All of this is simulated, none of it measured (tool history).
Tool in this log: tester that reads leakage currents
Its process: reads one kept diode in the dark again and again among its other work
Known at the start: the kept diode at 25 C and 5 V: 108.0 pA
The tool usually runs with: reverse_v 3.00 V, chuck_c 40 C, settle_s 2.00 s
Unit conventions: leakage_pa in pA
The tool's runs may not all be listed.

run	hour	reverse_v	chuck_c	settle_s	leakage_pa
1	0.0	3.00	40	2.00	263.63
2	162.4	3.00	40	2.00	262.03
# hour 192.9: chuck's temperature calibrated
3	244.7	3.00	40	2.00	302.59
# hour 351.8: probe card cleaned and baked
4	412.0	3.00	40	2.00	291.46
5	574.6	3.00	40	2.00	287.97
6	671.8	3.00	40	2.00	286.20
7	777.5	3.00	40	2.00	284.20
8	884.7	3.00	40	2.00	279.43
9	1048.8	7.10	40	0.43	385.07
10	1181.8	7.10	40	0.43	380.13
11	1327.1	1.55	24	0.64	60.44
12	1401.1	1.55	24	0.64	59.77
13	1515.6	2.08	36	3.87	170.57
14	1584.8	5.72	30	2.85	156.71
15	1663.1	5.72	30	2.85	155.39

Consider 4 possible next runs. They are alternatives, not a sequence: every one starts from the tool as it was left by run 15. What does each give?
# hour 1708.3: chuck's temperature calibrated
A	1789.1	3.00	26	2.00	?
# hour 1708.3: chuck's temperature calibrated
B	1789.1	3.00	26	2.00	?
# hour 1708.3: chuck's temperature calibrated
C	1789.1	5.72	24	0.79	?
# hour 1708.3: chuck's temperature calibrated
D	1789.1	3.00	40	1.25	?

run	leakage_pa
A	101.03
B	101.04
C	113.82
D	299.91
What these runs would have given with no unlogged condition in the tool:
run	leakage_pa
A	97.90
B	97.91
C	107.27
D	297.80
